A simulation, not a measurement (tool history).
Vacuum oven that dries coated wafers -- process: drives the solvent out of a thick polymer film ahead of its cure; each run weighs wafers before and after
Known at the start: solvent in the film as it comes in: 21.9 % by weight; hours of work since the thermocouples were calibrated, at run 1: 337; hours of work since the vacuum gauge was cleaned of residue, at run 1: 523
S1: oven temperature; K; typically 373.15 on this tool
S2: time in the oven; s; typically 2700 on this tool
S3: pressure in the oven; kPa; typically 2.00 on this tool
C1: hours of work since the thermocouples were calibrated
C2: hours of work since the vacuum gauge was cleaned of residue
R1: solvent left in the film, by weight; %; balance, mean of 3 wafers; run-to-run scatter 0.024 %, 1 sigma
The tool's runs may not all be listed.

Run 1, day 0.000: usual settings; C1 337; C2 523. Result: R1 2.55 %.
Run 2, day 0.979: usual settings; C1 348; C2 534. Result: R1 2.57 %.
Run 3, day 2.042: usual settings; C1 360; C2 546. Result: R1 2.58 %.
Run 4, day 2.654: usual settings; C1 366; C2 552. Result: R1 2.60 %.
Run 5, day 3.492: usual settings but S3 1.01 kPa; C1 376; C2 562. Result: R1 2.30 %.
Run 6, day 4.579: usual settings but S3 1.01 kPa; C1 388; C2 574. Result: R1 2.30 %.
Run 7, day 5.212: usual settings but S3 1.01 kPa; C1 395; C2 581. Result: R1 2.30 %.
Run 8, day 6.112: usual settings; C1 405; C2 591. Result: R1 2.62 %.
Run 9, day 6.692: usual settings but S3 6.57 kPa; C1 412; C2 598. Result: R1 3.96 %.
Run 10, day 7.608: usual settings but S3 6.57 kPa; C1 422; C2 608. Result: R1 4.01 %.
Run 11, day 8.496: usual settings but S3 6.57 kPa; C1 432; C2 618. Result: R1 3.96 %.
Run 12, day 9.150: usual settings; C1 439; C2 625. Result: R1 2.63 %.
Run 13, day 10.062: usual settings but S2 2160 s; C1 449; C2 636. Result: R1 3.64 %.
Run 14, day 10.817: usual settings; C1 458; C2 644. Result: R1 2.62 %.
Run 15, day 11.838: usual settings; C1 469; C2 655. Result: R1 2.66 %.
Run 16, day 12.629: usual settings; C1 478; C2 664. Result: R1 2.65 %.
Run 17, day 13.754: usual settings; C1 491; C2 677. Result: R1 2.64 %.
Run 18, day 14.342: usual settings but S1 362.15 K, S2 1620 s, S3 6.05 kPa; C1 497; C2 683. Result: R1 11.53 %.
Run 19, day 15.096: usual settings but S1 387.15 K, S2 2160 s, S3 3.97 kPa; C1 506; C2 692. Result: R1 1.06 %.
Run 20, day 16.067: usual settings but S1 384.15 K, S2 2160 s, S3 3.77 kPa; C1 517; C2 703. Result: R1 1.35 %.
Run 21, day 16.642: usual settings but S1 384.15 K, S2 2160 s, S3 3.77 kPa; C1 523; C2 709. Result: R1 1.33 %.
Run 22, day 17.729: usual settings but S1 384.15 K, S2 2160 s, S3 3.77 kPa; C1 535; C2 721. Result: R1 1.30 %.
Run 23, day 18.483: usual settings but S1 384.15 K, S2 2640 s, S3 3.77 kPa; C1 544; C2 730. Result: R1 1.07 %.
Run 24, day 19.371: usual settings but S1 377.15 K, S2 1620 s, S3 7.64 kPa; C1 554; C2 740. Result: R1 5.04 %.
Run 25, day 20.088: usual settings but S1 369.15 K, S2 1620 s, S3 1.25 kPa; C1 562; C2 748. Result: R1 6.88 %.
Run 26, day 20.954: usual settings but S1 386.15 K, S2 1620 s, S3 4.48 kPa; C1 572; C2 758. Result: R1 1.74 %.
Run 27, day 22.071: usual settings but S1 386.15 K, S2 2100 s, S3 3.22 kPa; C1 584; C2 770. Result: R1 1.04 %.
Run 28, day 23.017: usual settings but S1 386.15 K, S2 2100 s, S3 3.22 kPa; C1 595; C2 781. Result: R1 1.02 %.
Run 29, day 23.600: usual settings; C1 601; C2 787. Result: R1 2.68 %.
Run 30, day 24.662: usual settings but S1 380.15 K, S2 1620 s; C1 613; C2 799. Result: R1 2.70 %.
Run 31, day 25.329: usual settings but S1 366.15 K, S2 2580 s, S3 3.60 kPa; C1 621; C2 807. Result: R1 6.25 %.
Run 32, day 26.325: usual settings but S1 387.15 K, S2 1860 s; C1 632; C2 818. Result: R1 0.80 %.
Run 33, day 27.000: usual settings but S1 387.15 K, S2 3180 s, S3 1.05 kPa; C1 639; C2 825. Result: R1 0.32 %.

Same runs, no hidden state in the tool, same run-to-run variation:
The hidden state here: true wafer temperature over the reading, C; true pressure over the reading, kPa; drift of the gauge itself on solvent_pct, %.
run     R1
  1   2.52
  2   2.53
  3   2.54
  4   2.56
  5   2.26
  6   2.25
  7   2.25
  8   2.57
  9   3.90
 10   3.95
 11   3.90
 12   2.56
 13   3.58
 14   2.55
 15   2.59
 16   2.56
 17   2.56
 18  11.45
 19   1.00
 20   1.28
 21   1.26
 22   1.22
 23   1.00
 24   4.95
 25   6.77
 26   1.67
 27   0.96
 28   0.94
 29   2.55
 30   2.59
 31   6.08
 32   0.72
 33   0.24
